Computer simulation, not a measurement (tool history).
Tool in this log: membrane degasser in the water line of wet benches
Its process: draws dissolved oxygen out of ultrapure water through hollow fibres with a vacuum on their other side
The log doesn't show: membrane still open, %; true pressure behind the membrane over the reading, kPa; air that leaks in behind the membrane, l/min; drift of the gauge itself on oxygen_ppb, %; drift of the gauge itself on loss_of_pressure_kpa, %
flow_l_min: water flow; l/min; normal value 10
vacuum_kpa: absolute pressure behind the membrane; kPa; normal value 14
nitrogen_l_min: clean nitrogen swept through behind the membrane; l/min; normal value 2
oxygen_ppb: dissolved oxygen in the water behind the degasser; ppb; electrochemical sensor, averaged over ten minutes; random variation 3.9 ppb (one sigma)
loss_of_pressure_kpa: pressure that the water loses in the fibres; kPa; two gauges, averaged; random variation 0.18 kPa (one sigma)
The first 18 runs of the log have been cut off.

run     day  flow_l_min  vacuum_kpa  nitrogen_l_min  hours since the membrane was changed  hours since the vacuum gauge was calibrated  hours since the vacuum lines were made tight  oxygen_ppb  loss_of_pressure_kpa
 19  28.296           7        32.6            3.72                                  2595                                          167                                          4247       239.4                 24.07
 20  29.846           7        32.6            3.72                                  2632                                          204                                          4285       241.9                 23.91
 21  31.729          16           9            2.41                                  2677                                          249                                          4330       793.1                 54.95
 22  32.808           8        15.2            5.75                                  2703                                          275                                          4356       189.9                 27.23
 23  34.504           8        15.2            5.75                                  2744                                          316                                          4396       197.7                 27.39
 24  36.079          16          14            3.82                                  2782                                          354                                          4434       815.8                  54.9
 25  37.471           8          12            1.52                                  2815                                          387                                          4468       260.5                 27.59
 26  39.642           8         9.5            2.92                                  2867                                          439                                          4520       197.4                 27.44
 27  41.271          10        13.5            0.93                                  2906                                          478                                          4559       514.1                 34.28
 28    42.7           7        12.7            5.99                                  2940                                          513                                          4593       131.3                 24.05
 29  43.904          10          14            1.61                                  2969                                          541                                          4622       436.1                 34.14
 30  46.004          10         9.8            4.53                                  3020                                          592                                          4672       310.1                 34.38
 31  47.717          10        20.9            4.53                                  3061                                          633                                          4714       367.7                 34.23
 32  49.117          10        13.6             1.7                                  3094                                          666                                          4747       422.3                 34.34
 33  50.929          12         9.4             0.9                                  3138                                          710                                          4791       593.4                 41.21

Each row is a separate what-if for the run after 33, all from the same tool condition, not one after another. Results?
  A  53.25          11          14               2                                  3194                                          766                                          4846           ?                     ?
  B  53.25           8         9.1               2                                  3194                                          766                                          4846           ?                     ?
  C  53.25          11        25.5            1.81                                  3194                                          766                                          4846           ?                     ?

run  oxygen_ppb  loss_of_pressure_kpa
  A       480.9                 37.92
  B       212.4                 27.47
  C       642.2                 37.65
With no hidden state in the tool, these same runs would have given:
run  oxygen_ppb  loss_of_pressure_kpa
  A       461.4                 37.31
  B       201.1                 27.03
  C       621.1                 37.04
